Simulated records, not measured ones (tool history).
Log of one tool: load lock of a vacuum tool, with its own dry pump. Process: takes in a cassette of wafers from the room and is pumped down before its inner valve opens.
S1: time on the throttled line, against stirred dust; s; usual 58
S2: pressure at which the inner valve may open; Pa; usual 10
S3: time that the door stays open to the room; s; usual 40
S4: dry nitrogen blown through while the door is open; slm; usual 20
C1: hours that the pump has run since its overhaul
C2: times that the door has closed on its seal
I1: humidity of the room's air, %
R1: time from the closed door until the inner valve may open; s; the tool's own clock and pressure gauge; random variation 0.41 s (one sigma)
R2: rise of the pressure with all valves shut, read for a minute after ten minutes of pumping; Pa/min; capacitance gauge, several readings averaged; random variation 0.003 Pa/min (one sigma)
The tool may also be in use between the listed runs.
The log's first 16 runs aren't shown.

{"run": 17, "hour": 2057.0, "S1": 58, "S2": 10, "S3": 40, "S4": 20, "C1": 15646, "C2": 17522, "I1": 48.5, "R1": 93, "R2": 0.083}
{"run": 18, "hour": 2219.5, "S1": 58, "S2": 10, "S3": 40, "S4": 20, "C1": 15808, "C2": 17848, "I1": 43.4, "R1": 92.9, "R2": 0.077}
{"run": 19, "hour": 2343.2, "S1": 58, "S2": 14, "S3": 37, "S4": 20, "C1": 15932, "C2": 18096, "I1": 47.9, "R1": 91.1, "R2": 0.084}
{"run": 20, "hour": 2482.8, "S1": 42, "S2": 13, "S3": 37, "S4": 20, "C1": 16072, "C2": 18376, "I1": 45, "R1": 79.2, "R2": 0.082}
{"run": 21, "hour": 2667.3, "S1": 54, "S2": 15, "S3": 40, "S4": 20, "C1": 16256, "C2": 18746, "I1": 44.6, "R1": 87.6, "R2": 0.084}
{"run": 22, "hour": 2783.5, "S1": 59, "S2": 10, "S3": 40, "S4": 16, "C1": 16372, "C2": 18979, "I1": 44.7, "R1": 93.9, "R2": 0.09}
{"run": 23, "hour": 2907.5, "S1": 58, "S2": 10, "S3": 40, "S4": 22, "C1": 16496, "C2": 19227, "I1": 47.2, "R1": 93.5, "R2": 0.089}
{"run": 24, "hour": 3052.3, "S1": 58, "S2": 9, "S3": 40, "S4": 10, "C1": 16641, "C2": 19518, "I1": 42.7, "R1": 94.1, "R2": 0.087}
{"run": 25, "hour": 3196.9, "S1": 58, "S2": 9, "S3": 40, "S4": 10, "C1": 16786, "C2": 19808, "I1": 46.1, "R1": 94.7, "R2": 0.093}
{"run": 26, "hour": 3289.3, "S1": 58, "S2": 11, "S3": 40, "S4": 8, "C1": 16878, "C2": 19993, "I1": 44.4, "R1": 93.3, "R2": 0.099}
{"run": 27, "hour": 3375.5, "S1": 31, "S2": 10, "S3": 40, "S4": 29, "C1": 16965, "C2": 20166, "I1": 41.5, "R1": 72, "R2": 0.084}
{"run": 28, "hour": 3494.1, "S1": 30, "S2": 13, "S3": 48, "S4": 29, "C1": 17083, "C2": 20403, "I1": 41.5, "R1": 70.1, "R2": 0.089}
{"run": 29, "hour": 3658.8, "S1": 59, "S2": 13, "S3": 48, "S4": 29, "C1": 17248, "C2": 20734, "I1": 40.2, "R1": 92.9, "R2": 0.091}
{"run": 30, "hour": 3762.9, "S1": 59, "S2": 13, "S3": 48, "S4": 29, "C1": 17352, "C2": 20942, "I1": 47.8, "R1": 93.4, "R2": 0.093}
{"run": 31, "hour": 3931.9, "S1": 33, "S2": 20, "S3": 48, "S4": 29, "C1": 17521, "C2": 21281, "I1": 44.3, "R1": 70.5, "R2": 0.095}
{"run": 32, "hour": 4040.2, "S1": 58, "S2": 14, "S3": 40, "S4": 30, "C1": 17629, "C2": 21498, "I1": 48, "R1": 92.3, "R2": 0.103}
{"run": 33, "hour": 4142.5, "S1": 58, "S2": 14, "S3": 40, "S4": 30, "C1": 17731, "C2": 21703, "I1": 45.5, "R1": 92.2, "R2": 0.102}
{"run": 34, "hour": 4254.5, "S1": 71, "S2": 15, "S3": 98, "S4": 12, "C1": 17844, "C2": 21928, "I1": 42.3, "R1": 101.9, "R2": 0.115}
{"run": 35, "hour": 4414.2, "S1": 33, "S2": 15, "S3": 98, "S4": 12, "C1": 18003, "C2": 22248, "I1": 48, "R1": 71.6, "R2": 0.125}
{"run": 36, "hour": 4512.9, "S1": 58, "S2": 20, "S3": 40, "S4": 4, "C1": 18102, "C2": 22446, "I1": 46.1, "R1": 90.1, "R2": 0.13}

Forecast each of these 5 alternatives for the next run:
{"run": "A", "hour": 4616.0, "S1": 88, "S2": 18, "S3": 35, "S4": 4, "C1": 18205, "C2": 22653, "I1": 47.3, "R1": "?", "R2": "?"}
{"run": "B", "hour": 4616.0, "S1": 58, "S2": 10, "S3": 42, "S4": 20, "C1": 18205, "C2": 22653, "I1": 46.1, "R1": "?", "R2": "?"}
{"run": "C", "hour": 4616.0, "S1": 31, "S2": 10, "S3": 204, "S4": 26, "C1": 18205, "C2": 22653, "I1": 48.9, "R1": "?", "R2": "?"}
{"run": "D", "hour": 4616.0, "S1": 40, "S2": 16, "S3": 101, "S4": 20, "C1": 18205, "C2": 22653, "I1": 47.1, "R1": "?", "R2": "?"}
{"run": "E", "hour": 4616.0, "S1": 50, "S2": 10, "S3": 40, "S4": 20, "C1": 18205, "C2": 22653, "I1": 43.9, "R1": "?", "R2": "?"}

run=A R1=115.3 R2=0.122
run=B R1=94.3 R2=0.109
run=C R1=73.6 R2=0.118
run=D R1=77 R2=0.115
run=E R1=88.2 R2=0.108
Without the tool's hidden state the same runs would have given:
run=A R1=110.6 R2=0.026
run=B R1=87.9 R2=0.015
run=C R1=66.2 R2=0.023
run=D R1=70.4 R2=0.019
run=E R1=81.5 R2=0.014
